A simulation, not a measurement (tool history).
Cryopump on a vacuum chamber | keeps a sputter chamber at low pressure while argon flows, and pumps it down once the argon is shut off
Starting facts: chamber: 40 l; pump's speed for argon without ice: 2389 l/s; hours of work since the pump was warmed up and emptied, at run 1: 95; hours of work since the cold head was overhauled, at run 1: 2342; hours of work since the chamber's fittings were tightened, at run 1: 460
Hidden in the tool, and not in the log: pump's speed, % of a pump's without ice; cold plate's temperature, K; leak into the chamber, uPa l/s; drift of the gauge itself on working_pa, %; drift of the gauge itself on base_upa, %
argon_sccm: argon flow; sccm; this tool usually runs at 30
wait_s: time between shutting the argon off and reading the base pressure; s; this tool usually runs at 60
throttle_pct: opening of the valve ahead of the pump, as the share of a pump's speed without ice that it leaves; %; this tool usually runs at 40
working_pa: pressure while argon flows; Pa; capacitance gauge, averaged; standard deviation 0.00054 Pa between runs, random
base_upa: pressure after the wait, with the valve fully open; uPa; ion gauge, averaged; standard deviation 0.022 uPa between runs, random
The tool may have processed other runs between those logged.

run,day,argon_sccm,wait_s,throttle_pct,hours of work since the pump was warmed up and emptied,hours of work since the cold head was overhauled,hours of work since the chamber's fittings were tightened,working_pa,base_upa
1,0,30,60,40,95,2342,460,0.0549,1.18
2,1.508,30,60,40,122,2369,487,0.0564,1.21
3,4.612,30,60,40,177,2424,543,0.0566,1.26
4,6.508,14,60,40,211,2458,577,0.0269,1.36
5,9.679,14,60,40,268,2515,634,0.0278,1.53
6,12.771,14,277,40,324,2571,689,0.0279,1.19
7,14.554,30,60,40,356,2603,721,0.0595,1.64
8,16.188,30,60,40,385,2632,751,0.0597,1.74
9,17.667,30,60,40,412,2658,777,0.0611,1.76
10,19.104,30,60,40,437,2684,803,0.0613,1.8
11,20.767,30,104,40,467,2714,833,0.0623,1.67
12,23.158,30,104,40,510,2757,876,0.0646,1.85
# day 24.079: pump warmed up, emptied and cooled again
13,24.912,30,104,40,15,2785,903,0.0545,1.3
14,27.179,30,60,40,56,2825,944,0.0538,1.69
15,28.688,30,27,40,83,2852,971,0.0547,2.42
16,31.283,30,27,40,129,2899,1018,0.056,2.54
17,34.717,30,60,40,191,2961,1079,0.057,1.91
18,36.646,31,21,40,225,2995,1114,0.0606,3.12
19,40.142,18,24,15,288,3058,1177,0.0881,2.97
20,42.517,18,42,15,331,3101,1219,0.0896,2.49
21,45.821,18,23,17,390,3160,1278,0.0799,3.25
22,48.608,15,56,40,440,3210,1328,0.0315,2.64
23,50.65,14,140,30,477,3246,1365,0.0384,2.42
# day 53.367: pump warmed up, emptied and cooled again
24,53.696,30,60,21,6,3297,1416,0.1025,2.2
25,55.846,41,44,36,45,3336,1455,0.0823,2.4
26,58.446,56,44,29,91,3383,1501,0.1399,2.53
27,60.154,56,44,29,122,3413,1532,0.1416,2.56
# day 62.808: leaking fittings of the chamber tightened, without venting
28,63.304,56,44,29,177,3468,9,0.144,0.93
29,66.1,42,70,15,227,3518,59,0.2055,0.74
30,69.179,42,70,15,282,3574,114,0.2076,0.8
31,72.408,42,48,19,340,3632,172,0.1675,1.14
32,73.975,42,48,19,368,3660,200,0.1672,1.13
33,75.679,42,48,19,399,3690,231,0.1677,1.2

What if the next run were any one of these 5? Each begins from the tool's condition after run 33:
A,78.729,49,48,30,454,3745,286,?,?
B,78.729,21,27,17,454,3745,286,?,?
C,78.729,30,28,40,454,3745,286,?,?
D,78.729,24,48,18,454,3745,286,?,?
E,78.729,21,40,26,454,3745,286,?,?

run,working_pa,base_upa
A,0.1311,1.28
B,0.0942,1.89
C,0.0618,1.87
D,0.1025,1.31
E,0.0644,1.49
Without the tool's unlogged condition, the same runs would have read:
run,working_pa,base_upa
A,0.1153,0.78
B,0.0875,1.38
C,0.0522,1.36
D,0.0947,0.81
E,0.0576,0.98

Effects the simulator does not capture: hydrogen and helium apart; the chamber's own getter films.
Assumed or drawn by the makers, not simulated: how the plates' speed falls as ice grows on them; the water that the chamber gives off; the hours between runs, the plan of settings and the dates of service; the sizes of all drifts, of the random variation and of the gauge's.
